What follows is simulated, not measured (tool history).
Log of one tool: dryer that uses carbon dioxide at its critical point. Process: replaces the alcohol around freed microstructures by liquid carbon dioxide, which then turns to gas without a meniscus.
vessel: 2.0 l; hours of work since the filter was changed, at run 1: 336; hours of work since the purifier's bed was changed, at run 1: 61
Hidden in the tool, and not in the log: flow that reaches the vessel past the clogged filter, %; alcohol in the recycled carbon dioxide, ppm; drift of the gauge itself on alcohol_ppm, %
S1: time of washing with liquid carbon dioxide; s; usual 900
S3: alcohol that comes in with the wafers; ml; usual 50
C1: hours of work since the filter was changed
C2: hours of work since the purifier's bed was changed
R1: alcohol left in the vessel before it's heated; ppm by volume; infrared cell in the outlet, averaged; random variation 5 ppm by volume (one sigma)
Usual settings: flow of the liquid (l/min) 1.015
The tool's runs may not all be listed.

Run 1, hour 0: usual settings; C1 336; C2 61. Result: R1 46 ppm by volume.
Run 2, hour 8.7: usual settings but S1 1380 s; C1 343; C2 68. Result: R1 20 ppm by volume.
At hour 12.9: inlet filter changed.
Run 3, hour 24.6: usual settings but flow of the liquid (l/min) 0.76; C1 9; C2 79. Result: R1 116 ppm by volume.
Run 4, hour 37.5: usual settings but flow of the liquid (l/min) 0.76; C1 19; C2 89. Result: R1 124 ppm by volume.
Run 5, hour 45.1: usual settings but S3 36 ml; C1 25; C2 95. Result: R1 26 ppm by volume.
Run 6, hour 56.8: usual settings but flow of the liquid (l/min) 0.96, S3 36 ml; C1 34; C2 104. Result: R1 32 ppm by volume.
Run 7, hour 65.8: usual settings; C1 41; C2 111. Result: R1 37 ppm by volume.
Run 8, hour 74.5: usual settings; C1 48; C2 118. Result: R1 31 ppm by volume.
Run 9, hour 84.5: usual settings; C1 55; C2 126. Result: R1 41 ppm by volume.
Run 10, hour 98.5: usual settings; C1 66; C2 137. Result: R1 47 ppm by volume.
Run 11, hour 115.2: usual settings but flow of the liquid (l/min) 0.66; C1 79; C2 150. Result: R1 271 ppm by volume.
Run 12, hour 124.4: usual settings but S1 1380 s, flow of the liquid (l/min) 0.66; C1 86; C2 157. Result: R1 37 ppm by volume.
Run 13, hour 132.1: usual settings but S1 540 s, flow of the liquid (l/min) 1.69, S3 31 ml; C1 92; C2 163. Result: R1 40 ppm by volume.
Run 14, hour 144.3: usual settings but S1 540 s, flow of the liquid (l/min) 1.69, S3 31 ml; C1 102; C2 172. Result: R1 45 ppm by volume.
Run 15, hour 160.3: usual settings but S1 600 s, flow of the liquid (l/min) 1.59, S3 43 ml; C1 114; C2 184. Result: R1 42 ppm by volume.
Run 16, hour 176: usual settings but S1 600 s, flow of the liquid (l/min) 1.59, S3 43 ml; C1 126; C2 197. Result: R1 34 ppm by volume.
Run 17, hour 189.5: usual settings but S1 600 s, flow of the liquid (l/min) 0.83, S3 54 ml; C1 137; C2 207. Result: R1 586 ppm by volume.
Run 18, hour 207.1: usual settings but S1 600 s, flow of the liquid (l/min) 0.82, S3 60 ml; C1 150; C2 221. Result: R1 680 ppm by volume.

Run 19 comes next. What will it give?
Run 19, hour 218.4: usual settings but S1 1320 s, flow of the liquid (l/min) 1.35, S3 39 ml; C1 159; C2 229. Result: R1 ?.

R1: 37 ppm by volume
Without the tool's hidden state the same run would have given R1 11 ppm by volume.

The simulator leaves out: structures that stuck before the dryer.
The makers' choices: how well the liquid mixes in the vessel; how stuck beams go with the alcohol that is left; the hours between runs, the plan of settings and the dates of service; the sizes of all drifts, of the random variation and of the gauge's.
